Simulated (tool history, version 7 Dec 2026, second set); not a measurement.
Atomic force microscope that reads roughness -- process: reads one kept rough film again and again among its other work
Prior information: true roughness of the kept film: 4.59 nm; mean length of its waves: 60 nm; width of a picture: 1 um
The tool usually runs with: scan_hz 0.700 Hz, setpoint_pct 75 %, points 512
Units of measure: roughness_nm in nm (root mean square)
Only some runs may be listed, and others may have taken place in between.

run,hour,scan_hz,setpoint_pct,points,roughness_nm
1,0.0,0.700,75,512,4.150
2,36.5,0.700,75,512,4.113
3,62.2,0.700,75,512,4.130
# hour 97.0: new tip fitted
4,100.6,0.700,75,512,4.123
5,132.7,0.700,75,512,4.160
6,155.3,0.700,75,512,4.132
7,184.8,0.700,75,512,4.159
8,220.8,0.700,75,512,4.162
9,242.9,0.700,75,512,4.153
10,286.0,0.700,74,512,4.200
11,316.9,0.700,74,512,4.121
12,345.7,0.700,74,512,4.159
# hour 379.3: new tip fitted
13,385.8,0.700,66,512,4.232
14,418.4,0.700,66,512,4.218
15,457.8,0.700,66,512,4.239
16,498.4,0.700,75,659,4.126
17,526.9,0.700,75,659,4.153
18,553.3,0.700,75,659,4.148
19,579.7,0.700,75,512,4.150
20,611.0,0.700,75,512,4.150
21,644.3,1.404,75,287,3.948
# hour 662.0: new tip fitted
22,681.7,1.404,68,595,4.104
23,700.6,0.969,86,313,3.899
24,732.8,0.969,86,313,3.876
25,755.5,0.969,86,313,3.895
26,797.4,0.969,70,808,4.138
27,834.5,0.515,60,394,4.318
28,865.7,0.515,60,394,4.285
29,900.9,1.027,58,394,4.230
# hour 944.7: new tip fitted
30,944.7,1.027,58,889,4.239
31,983.4,0.516,62,794,4.295

Forecast run 32:
32,1004.2,0.834,70,1018,?

Run 32 yielded roughness_nm 4.176 nm (root mean square).
Without the tool's hidden state the same run would have given roughness_nm 4.181 nm (root mean square).

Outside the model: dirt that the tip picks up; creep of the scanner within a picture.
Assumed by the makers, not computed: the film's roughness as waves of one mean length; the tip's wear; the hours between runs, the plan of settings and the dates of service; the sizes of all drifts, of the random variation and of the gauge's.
